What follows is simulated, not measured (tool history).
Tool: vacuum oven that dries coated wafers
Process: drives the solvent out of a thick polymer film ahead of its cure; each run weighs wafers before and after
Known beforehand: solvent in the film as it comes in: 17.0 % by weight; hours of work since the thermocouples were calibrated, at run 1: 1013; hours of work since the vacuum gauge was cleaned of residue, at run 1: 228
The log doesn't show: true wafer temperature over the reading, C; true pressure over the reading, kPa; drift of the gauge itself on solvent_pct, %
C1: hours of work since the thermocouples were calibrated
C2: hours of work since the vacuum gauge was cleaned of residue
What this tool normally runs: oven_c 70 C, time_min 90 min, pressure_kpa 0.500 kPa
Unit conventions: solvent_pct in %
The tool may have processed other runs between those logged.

{"run": 1, "hour": 0.0, "oven_c": 70, "time_min": 90, "pressure_kpa": 0.5, "C1": 1013, "C2": 228, "solvent_pct": 2.3}
{"run": 2, "hour": 16.6, "oven_c": 70, "time_min": 90, "pressure_kpa": 0.5, "C1": 1022, "C2": 237, "solvent_pct": 2.28}
{"run": 3, "hour": 32.7, "oven_c": 70, "time_min": 90, "pressure_kpa": 0.5, "C1": 1030, "C2": 245, "solvent_pct": 2.33}
{"run": 4, "hour": 40.6, "oven_c": 70, "time_min": 90, "pressure_kpa": 0.5, "C1": 1034, "C2": 249, "solvent_pct": 2.29}
{"run": 5, "hour": 54.3, "oven_c": 70, "time_min": 90, "pressure_kpa": 0.5, "C1": 1041, "C2": 256, "solvent_pct": 2.3}
{"run": 6, "hour": 63.8, "oven_c": 70, "time_min": 90, "pressure_kpa": 0.5, "C1": 1045, "C2": 261, "solvent_pct": 2.25}
{"run": 7, "hour": 70.9, "oven_c": 70, "time_min": 90, "pressure_kpa": 0.5, "C1": 1049, "C2": 264, "solvent_pct": 2.33}
{"run": 8, "hour": 79.3, "oven_c": 70, "time_min": 90, "pressure_kpa": 0.5, "C1": 1053, "C2": 269, "solvent_pct": 2.31}
{"run": 9, "hour": 94.3, "oven_c": 79, "time_min": 120, "pressure_kpa": 1.567, "C1": 1061, "C2": 276, "solvent_pct": 0.68}
{"run": 10, "hour": 103.3, "oven_c": 64, "time_min": 86, "pressure_kpa": 1.355, "C1": 1065, "C2": 281, "solvent_pct": 4.8}
{"run": 11, "hour": 115.2, "oven_c": 64, "time_min": 131, "pressure_kpa": 0.537, "C1": 1071, "C2": 287, "solvent_pct": 2.46}
{"run": 12, "hour": 128.0, "oven_c": 58, "time_min": 51, "pressure_kpa": 0.537, "C1": 1078, "C2": 293, "solvent_pct": 8.95}

Difference, measured minus no-hidden-state, one row per run. Run-to-run variation is common to both terms; the gauge's own scatter need not be:
run=1 solvent_pct=+0.52
run=2 solvent_pct=+0.52
run=3 solvent_pct=+0.53
run=4 solvent_pct=+0.53
run=5 solvent_pct=+0.53
run=6 solvent_pct=+0.54
run=7 solvent_pct=+0.53
run=8 solvent_pct=+0.54
run=9 solvent_pct=+0.13
run=10 solvent_pct=+0.75
run=11 solvent_pct=+0.59
run=12 solvent_pct=+0.68

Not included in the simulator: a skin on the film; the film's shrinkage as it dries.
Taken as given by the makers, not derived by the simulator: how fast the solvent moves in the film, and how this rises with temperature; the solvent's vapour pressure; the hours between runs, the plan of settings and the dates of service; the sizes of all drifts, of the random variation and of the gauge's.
